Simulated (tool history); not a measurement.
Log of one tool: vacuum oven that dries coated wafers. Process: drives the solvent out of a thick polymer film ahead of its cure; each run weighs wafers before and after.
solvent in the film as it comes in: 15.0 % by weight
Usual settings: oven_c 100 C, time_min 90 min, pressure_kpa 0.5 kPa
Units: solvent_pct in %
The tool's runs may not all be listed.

{"run": 1, "hour": 0.0, "oven_c": 100, "time_min": 90, "pressure_kpa": 0.5, "solvent_pct": 0.73}
{"run": 2, "hour": 58.9, "oven_c": 100, "time_min": 90, "pressure_kpa": 0.5, "solvent_pct": 0.73}
{"run": 3, "hour": 98.1, "oven_c": 100, "time_min": 90, "pressure_kpa": 0.5, "solvent_pct": 0.77}
{"run": 4, "hour": 135.6, "oven_c": 115, "time_min": 90, "pressure_kpa": 0.5, "solvent_pct": 0.23}
{"run": 5, "hour": 182.1, "oven_c": 100, "time_min": 47, "pressure_kpa": 0.5, "solvent_pct": 2.44}
{"run": 6, "hour": 235.6, "oven_c": 100, "time_min": 47, "pressure_kpa": 0.5, "solvent_pct": 2.45}
{"run": 7, "hour": 281.9, "oven_c": 100, "time_min": 47, "pressure_kpa": 0.5, "solvent_pct": 2.45}
{"run": 8, "hour": 334.2, "oven_c": 100, "time_min": 47, "pressure_kpa": 0.5, "solvent_pct": 2.46}
{"run": 9, "hour": 361.4, "oven_c": 101, "time_min": 118, "pressure_kpa": 0.5, "solvent_pct": 0.4}
{"run": 10, "hour": 395.0, "oven_c": 101, "time_min": 118, "pressure_kpa": 0.5, "solvent_pct": 0.4}
{"run": 11, "hour": 423.5, "oven_c": 111, "time_min": 124, "pressure_kpa": 1.09, "solvent_pct": 0.42}
{"hour": 437.4, "done": "vacuum gauge cleaned of residue and calibrated"}
{"run": 12, "hour": 482.8, "oven_c": 111, "time_min": 124, "pressure_kpa": 1.391, "solvent_pct": 0.56}
{"run": 13, "hour": 533.5, "oven_c": 91, "time_min": 147, "pressure_kpa": 1.391, "solvent_pct": 1.36}
{"run": 14, "hour": 575.5, "oven_c": 98, "time_min": 90, "pressure_kpa": 1.466, "solvent_pct": 1.47}
{"run": 15, "hour": 615.3, "oven_c": 92, "time_min": 146, "pressure_kpa": 0.311, "solvent_pct": 0.48}

Forecast each of these 3 alternatives for the next run:
{"run": "A", "hour": 641.3, "oven_c": 92, "time_min": 79, "pressure_kpa": 0.311, "solvent_pct": "?"}
{"run": "B", "hour": 641.3, "oven_c": 92, "time_min": 55, "pressure_kpa": 0.311, "solvent_pct": "?"}
{"run": "C", "hour": 641.3, "oven_c": 92, "time_min": 146, "pressure_kpa": 1.797, "solvent_pct": "?"}

run=A solvent_pct=1.78
run=B solvent_pct=3.11
run=C solvent_pct=1.59
Without the tool's hidden state the same runs would have given:
run=A solvent_pct=1.79
run=B solvent_pct=3.12
run=C solvent_pct=1.6
